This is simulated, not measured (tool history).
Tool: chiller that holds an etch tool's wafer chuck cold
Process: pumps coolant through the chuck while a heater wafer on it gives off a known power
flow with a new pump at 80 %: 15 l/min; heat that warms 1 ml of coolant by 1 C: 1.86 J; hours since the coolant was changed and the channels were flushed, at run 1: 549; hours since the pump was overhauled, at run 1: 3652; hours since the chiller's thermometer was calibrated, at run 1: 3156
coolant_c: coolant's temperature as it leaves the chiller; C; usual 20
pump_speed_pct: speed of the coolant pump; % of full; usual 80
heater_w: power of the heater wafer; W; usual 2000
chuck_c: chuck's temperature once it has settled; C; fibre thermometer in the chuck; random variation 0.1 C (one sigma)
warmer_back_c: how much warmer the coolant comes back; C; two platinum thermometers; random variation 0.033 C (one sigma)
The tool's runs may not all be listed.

run     day  coolant_c  pump_speed_pct  heater_w  hours since the coolant was changed and the channels were flushed  hours since the pump was overhauled  hours since the chiller's thermometer was calibrated  chuck_c  warmer_back_c
  1       0         20              80      2000                                                                549                                 3652                                                  3156     35.1           4.47
  2   2.362         20              95      2000                                                                605                                 3709                                                  3213       33           3.77
  3     4.9         20              95      2000                                                                666                                 3770                                                  3273     33.3           3.81
  4    8.65         20              95      2000                                                                756                                 3860                                                  3363     33.2           3.74
  5  10.808         20              80      2000                                                                808                                 3912                                                  3415     35.1           4.48
  6  12.362         20              80      2000                                                                845                                 3949                                                  3453     35.1           4.52
  7  15.496         12              80      2000                                                                921                                 4024                                                  3528     27.2           4.45
     15.979  -- coolant pump overhauled
     16.021  -- chiller's thermometer calibrated
  8  18.733         20              80      1957                                                                992                                   65                                                    65     34.9           4.45
  9    21.2         20              80      2000                                                               1051                                  124                                                   124     35.1           4.55
     24.642  -- coolant pump overhauled, once more
 10  25.121         20              80      2000                                                               1141                                   12                                                   213     34.6           4.27
 11  27.692         27              64      1613                                                               1202                                   73                                                   275     41.1           4.32
 12  29.404         11              69      1882                                                               1243                                  114                                                   316     26.4           4.62
 13  33.208         11              69      1882                                                               1335                                  206                                                   408     26.4           4.63
 14  36.583         16             100      1178                                                               1416                                  287                                                   489     23.3            2.1
 15  40.383         16             100      1178                                                               1507                                  378                                                   580     23.3           2.06
 16  42.858         21             100      1766                                                               1566                                  437                                                   639     31.7           3.05
 17  46.658         21             100      1766                                                               1657                                  528                                                   730     31.9           3.04
 18  49.212         21             100      1766                                                               1719                                  590                                                   792     31.8           3.08

Forecast run 19:
 19  53.058         17              97      2519                                                               1811                                  682                                                   884        ?              ?

{"run 19": {"chuck_c": 33.2, "warmer_back_c": 4.48}}
Without the tool's hidden state the same run would have given chuck_c 32.4 C, warmer_back_c 4.47 C.
